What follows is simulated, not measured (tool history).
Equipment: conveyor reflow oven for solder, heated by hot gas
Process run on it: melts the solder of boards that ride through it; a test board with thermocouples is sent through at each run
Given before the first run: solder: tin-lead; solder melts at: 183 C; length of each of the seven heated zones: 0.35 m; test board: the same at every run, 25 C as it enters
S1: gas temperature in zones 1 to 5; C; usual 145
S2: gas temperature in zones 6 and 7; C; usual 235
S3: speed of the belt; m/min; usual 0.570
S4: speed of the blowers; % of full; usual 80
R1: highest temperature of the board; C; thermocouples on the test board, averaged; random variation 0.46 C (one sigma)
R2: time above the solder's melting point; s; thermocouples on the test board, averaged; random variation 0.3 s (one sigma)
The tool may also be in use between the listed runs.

run,hour,S1,S2,S3,S4,R1,R2
1,0.0,145,235,0.570,80,221.0,60.9
2,21.3,145,235,0.570,80,220.3,60.7
3,37.9,145,235,0.570,80,219.9,60.7
4,59.6,145,247,0.570,80,231.0,66.5
5,73.4,145,247,0.570,80,230.0,66.6
6,100.8,145,235,0.570,65,215.5,57.2
7,114.6,145,235,0.570,65,215.9,57.0
8,130.0,145,235,0.570,65,216.1,56.6
9,152.0,145,235,0.570,65,216.6,56.6
10,174.3,145,235,0.570,65,215.9,56.8
11,196.4,145,235,0.570,65,215.3,56.4
# hour 203.4: flux residue cleaned out of gas plates and filters
12,232.1,145,235,0.570,80,218.2,58.7
13,251.7,145,235,0.570,80,217.5,59.7
14,272.1,145,235,0.570,80,218.4,59.6
15,292.2,145,235,0.570,80,219.1,59.0
16,319.0,143,235,0.570,66,214.9,54.2
17,342.9,143,235,0.570,66,214.7,54.8
18,364.7,132,227,0.627,88,207.4,41.2
# hour 384.7: flux residue cleaned out of gas plates and filters, once more
19,396.4,132,227,0.627,88,211.6,45.6
20,414.7,132,227,0.627,88,211.0,45.7
# hour 444.6: belt drive overhauled, speed set with a stopwatch
21,444.7,132,223,0.497,88,212.9,59.8
22,475.2,132,223,0.497,88,212.6,60.0
23,505.0,132,223,0.497,88,212.9,60.1
24,518.5,145,246,0.512,80,232.5,74.0
25,548.5,145,246,0.512,80,232.0,74.0
26,566.2,145,246,0.512,80,233.0,73.8
27,591.0,145,241,0.570,80,224.7,62.7
28,605.0,159,235,0.570,80,222.6,66.7
29,622.4,159,235,0.570,80,222.2,66.3
30,640.4,140,245,0.664,57,214.1,43.3

Forecast each of these 4 alternatives for the next run:
A,667.0,140,239,0.570,52,?,?
B,667.0,152,245,0.662,82,?,?
C,667.0,140,241,0.654,58,?,?
D,667.0,140,228,0.664,57,?,?

run,R1,R2
A,213.1,50.7
B,225.2,55.9
C,211.5,42.9
D,200.4,31.3
Without the tool's unlogged condition, the same runs would have read:
run,R1,R2
A,215.2,52.5
B,227.7,57.0
C,213.7,44.7
D,202.6,33.8
